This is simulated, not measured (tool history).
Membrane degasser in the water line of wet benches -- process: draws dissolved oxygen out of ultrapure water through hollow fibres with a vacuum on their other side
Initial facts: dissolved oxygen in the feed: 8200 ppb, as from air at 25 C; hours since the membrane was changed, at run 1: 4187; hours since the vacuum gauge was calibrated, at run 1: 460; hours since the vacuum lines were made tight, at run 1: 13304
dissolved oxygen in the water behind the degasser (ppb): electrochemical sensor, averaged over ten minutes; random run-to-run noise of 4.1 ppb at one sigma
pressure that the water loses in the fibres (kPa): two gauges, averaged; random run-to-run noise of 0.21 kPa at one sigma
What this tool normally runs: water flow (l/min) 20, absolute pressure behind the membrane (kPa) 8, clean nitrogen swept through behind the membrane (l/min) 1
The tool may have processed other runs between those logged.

| run | hour | water flow (l/min) | absolute pressure behind the membrane (kPa) | clean nitrogen swept through behind the membrane (l/min) | hours since the membrane was changed | hours since the vacuum gauge was calibrated | hours since the vacuum lines were made tight | dissolved oxygen in the water behind the degasser (ppb) | pressure that the water loses in the fibres (kPa) |
|---|---|---|---|---|---|---|---|---|---|
| 1 | 0 | 20 | 8 | 1 | 4187 | 460 | 13304 | 410.8 | 49.12 |
| 2 | 67.7 | 20 | 7.09 | 1 | 4254 | 528 | 13372 | 367.2 | 49.35 |
| 3 | 146.3 | 20 | 8 | 1 | 4333 | 607 | 13450 | 401.5 | 49.43 |
| 4 | 249.5 | 20 | 8 | 1 | 4436 | 710 | 13554 | 399 | 49.3 |
| 5 | 320.3 | 20 | 8.55 | 1 | 4507 | 781 | 13624 | 419.6 | 49.41 |
| 6 | 413.5 | 20 | 8.55 | 1 | 4600 | 874 | 13718 | 433.5 | 48.87 |
| 7 | 499.7 | 20 | 8 | 1 | 4686 | 960 | 13804 | 403.7 | 49.25 |
| 8 | 593.4 | 12 | 8 | 1 | 4780 | 1054 | 13898 | 215.9 | 29.85 |
|  | 646.1 | seals of the vacuum lines changed |
| 9 | 671.4 | 26 | 8 | 1 | 4856 | 1130 | 25 | 555.7 | 63.61 |
| 10 | 761.6 | 22 | 13.19 | 0.8 | 4946 | 1220 | 115 | 763.1 | 54.21 |
| 11 | 813.1 | 22 | 13.19 | 0.8 | 4998 | 1271 | 167 | 759.3 | 53.84 |
| 12 | 924.2 | 25 | 10.42 | 1.22 | 5109 | 1382 | 278 | 588 | 61.33 |
| 13 | 1016.7 | 25 | 10.42 | 1.22 | 5201 | 1475 | 371 | 590.2 | 61.89 |
| 14 | 1118.2 | 25 | 10.42 | 2.86 | 5303 | 1576 | 472 | 423.6 | 61.87 |
| 15 | 1227.7 | 25 | 5.17 | 0.71 | 5412 | 1686 | 582 | 423.3 | 61.73 |
| 16 | 1286 | 20 | 4.94 | 1 | 5470 | 1744 | 640 | 279.8 | 49.21 |
| 17 | 1349.2 | 21 | 12.37 | 0.81 | 5534 | 1807 | 703 | 690.6 | 51.71 |

5 options for the next run, each taken on its own from the tool as it stands now. Forecast them:
| A | 1405.9 | 17 | 12.37 | 1.82 | 5590 | 1864 | 760 | ? | ? |
| B | 1405.9 | 20 | 6.99 | 2.38 | 5590 | 1864 | 760 | ? | ? |
| C | 1405.9 | 27 | 7.58 | 1 | 5590 | 1864 | 760 | ? | ? |
| D | 1405.9 | 20 | 8.57 | 1.82 | 5590 | 1864 | 760 | ? | ? |
| E | 1405.9 | 23 | 12.37 | 0.81 | 5590 | 1864 | 760 | ? | ? |

| run | dissolved oxygen in the water behind the degasser (ppb) | pressure that the water loses in the fibres (kPa) |
|---|---|---|
| A | 349.6 | 41.51 |
| B | 276 | 49.37 |
| C | 543.3 | 66.21 |
| D | 333.4 | 48.88 |
| E | 752.2 | 56.69 |
Take away the tool's hidden state, keep each run's random variation, and the runs would have read:
| run | dissolved oxygen in the water behind the degasser (ppb) | pressure that the water loses in the fibres (kPa) |
|---|---|---|
| A | 349.3 | 41.49 |
| B | 275.5 | 49.34 |
| C | 542.6 | 66.18 |
| D | 332.9 | 48.86 |
| E | 751.7 | 56.66 |

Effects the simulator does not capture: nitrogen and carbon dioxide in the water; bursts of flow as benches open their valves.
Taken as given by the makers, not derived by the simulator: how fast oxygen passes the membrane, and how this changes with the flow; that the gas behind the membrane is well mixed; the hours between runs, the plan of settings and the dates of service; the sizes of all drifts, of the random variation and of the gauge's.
